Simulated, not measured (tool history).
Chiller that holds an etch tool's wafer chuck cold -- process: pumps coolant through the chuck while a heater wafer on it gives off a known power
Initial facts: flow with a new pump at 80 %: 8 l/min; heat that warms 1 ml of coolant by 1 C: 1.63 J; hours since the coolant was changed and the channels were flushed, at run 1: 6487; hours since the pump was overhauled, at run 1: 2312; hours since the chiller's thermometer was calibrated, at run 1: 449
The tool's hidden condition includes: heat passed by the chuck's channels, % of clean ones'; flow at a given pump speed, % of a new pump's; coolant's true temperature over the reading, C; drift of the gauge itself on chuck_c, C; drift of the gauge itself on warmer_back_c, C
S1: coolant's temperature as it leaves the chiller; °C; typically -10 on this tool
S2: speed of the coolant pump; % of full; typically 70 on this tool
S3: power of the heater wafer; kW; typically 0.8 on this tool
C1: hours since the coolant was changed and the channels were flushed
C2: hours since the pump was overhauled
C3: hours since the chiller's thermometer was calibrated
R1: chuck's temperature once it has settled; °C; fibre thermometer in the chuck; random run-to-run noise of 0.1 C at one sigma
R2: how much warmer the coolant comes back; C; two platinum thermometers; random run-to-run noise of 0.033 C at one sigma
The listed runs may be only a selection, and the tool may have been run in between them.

run 1 hour=0 | S1=-10 S2=70 S3=0.8 | C1=6487 C2=2312 C3=449 | R1=-1.1 R2=4.3
run 2 hour=36.2 | S1=-10 S2=70 S3=0.8 | C1=6524 C2=2348 C3=485 | R1=-1.1 R2=4.29
run 3 hour=76.4 | S1=-10 S2=70 S3=0.8 | C1=6564 C2=2388 C3=525 | R1=-1 R2=4.3
run 4 hour=109.2 | S1=-10 S2=70 S3=0.8 | C1=6597 C2=2421 C3=558 | R1=-1 R2=4.36
run 5 hour=155.5 | S1=-10 S2=70 S3=0.8 | C1=6643 C2=2467 C3=604 | R1=-1 R2=4.33
run 6 hour=219.4 | S1=-10 S2=70 S3=0.8 | C1=6707 C2=2531 C3=668 | R1=-1 R2=4.34
run 7 hour=273.6 | S1=-10 S2=86 S3=0.8 | C1=6761 C2=2585 C3=722 | R1=-2.6 R2=3.53
run 8 hour=350.9 | S1=-10 S2=70 S3=0.463 | C1=6838 C2=2662 C3=799 | R1=-4.8 R2=2.53
run 9 hour=396.7 | S1=-10 S2=70 S3=0.8 | C1=6884 C2=2708 C3=845 | R1=-1 R2=4.31
run 10 hour=431.2 | S1=-10 S2=70 S3=0.8 | C1=6919 C2=2743 C3=880 | R1=-1 R2=4.37
run 11 hour=482.5 | S1=-10 S2=70 S3=0.8 | C1=6970 C2=2794 C3=931 | R1=-0.8 R2=4.33
run 12 hour=516.5 | S1=-10 S2=61 S3=0.8 | C1=7004 C2=2828 C3=965 | R1=0.2 R2=4.98
run 13 hour=574.5 | S1=-10 S2=70 S3=0.8 | C1=7062 C2=2886 C3=1023 | R1=-0.8 R2=4.33
run 14 hour=633.7 | S1=-10 S2=70 S3=1.066 | C1=7121 C2=2945 C3=1082 | R1=2.1 R2=5.8
run 15 hour=711.2 | S1=-10 S2=70 S3=0.642 | C1=7199 C2=3023 C3=1160 | R1=-2.7 R2=3.52
run 16 hour=781.1 | S1=-10 S2=70 S3=0.642 | C1=7269 C2=3093 C3=1230 | R1=-2.7 R2=3.5
run 17 hour=822.7 | S1=-10 S2=66 S3=0.642 | C1=7310 C2=3134 C3=1271 | R1=-2 R2=3.67
run 18 hour=889.1 | S1=-10 S2=66 S3=0.642 | C1=7376 C2=3201 C3=1338 | R1=-2.2 R2=3.65
run 19 hour=938.6 | S1=-9 S2=70 S3=0.467 | C1=7426 C2=3250 C3=1387 | R1=-3.6 R2=2.54
-- hour=945.5 chiller's thermometer calibrated
run 20 hour=1006.2 | S1=-4 S2=67 S3=1.031 | C1=7493 C2=3317 C3=61 | R1=8.3 R2=5.87
run 21 hour=1081.2 | S1=-10 S2=78 S3=0.589 | C1=7568 C2=3392 C3=136 | R1=-3.7 R2=2.8
run 22 hour=1143.7 | S1=-12 S2=97 S3=0.589 | C1=7630 C2=3454 C3=198 | R1=-6.9 R2=2.37
run 23 hour=1188 | S1=-16 S2=97 S3=0.589 | C1=7674 C2=3498 C3=242 | R1=-10.9 R2=2.31
run 24 hour=1256.1 | S1=-10 S2=62 S3=0.56 | C1=7743 C2=3567 C3=311 | R1=-2.6 R2=3.49
run 25 hour=1291.5 | S1=-19 S2=88 S3=0.535 | C1=7778 C2=3602 C3=346 | R1=-13.9 R2=2.32
run 26 hour=1349.4 | S1=-19 S2=88 S3=0.535 | C1=7836 C2=3660 C3=404 | R1=-13.9 R2=2.32
-- hour=1357.5 chiller's thermometer calibrated, once more
run 27 hour=1413.2 | S1=-15 S2=70 S3=0.8 | C1=7899 C2=3723 C3=56 | R1=-5.6 R2=4.34
run 28 hour=1448.9 | S1=-7 S2=70 S3=0.8 | C1=7934 C2=3758 C3=91 | R1=2.5 R2=4.37
run 29 hour=1526.4 | S1=-7 S2=70 S3=0.8 | C1=8012 C2=3836 C3=169 | R1=2.5 R2=4.35
run 30 hour=1598.3 | S1=-1 S2=96 S3=0.444 | C1=8084 C2=3908 C3=241 | R1=2.9 R2=1.78
run 31 hour=1650.5 | S1=-14 S2=88 S3=0.854 | C1=8136 C2=3960 C3=293 | R1=-5.7 R2=3.68
run 32 hour=1707.9 | S1=-17 S2=79 S3=0.496 | C1=8193 C2=4017 C3=350 | R1=-11.8 R2=2.43
run 33 hour=1752.2 | S1=-9 S2=69 S3=0.689 | C1=8238 C2=4062 C3=395 | R1=-0.5 R2=3.88

Some steps in R1, run to run, broken into two amounts with sign: the step expected even without the hidden condition (settings, incoming material, random variation), and the rest, left for the hidden condition together with whatever gauge scatter is not in both the measured and the hidden-condition-free result:
Run 19 -> 20: S1 -9 -> -4, S2 70 -> 67, S3 0.467 -> 1.031, chiller's thermometer calibrated. R1 +11.9 °C: hidden state +1.2, all else +10.7.
Run 20 -> 21: S1 -4 -> -10, S2 67 -> 78, S3 1.031 -> 0.589. R1 -12 °C: hidden state -1, all else -11.
Run 24 -> 25: S1 -10 -> -19, S2 62 -> 88, S3 0.56 -> 0.535. R1 -11.3 °C: hidden state -0.3, all else -11.
Run 29 -> 30: S1 -7 -> -1, S2 70 -> 96, S3 0.8 -> 0.444. R1 +0.4 °C: hidden state -0.9, all else +1.3.

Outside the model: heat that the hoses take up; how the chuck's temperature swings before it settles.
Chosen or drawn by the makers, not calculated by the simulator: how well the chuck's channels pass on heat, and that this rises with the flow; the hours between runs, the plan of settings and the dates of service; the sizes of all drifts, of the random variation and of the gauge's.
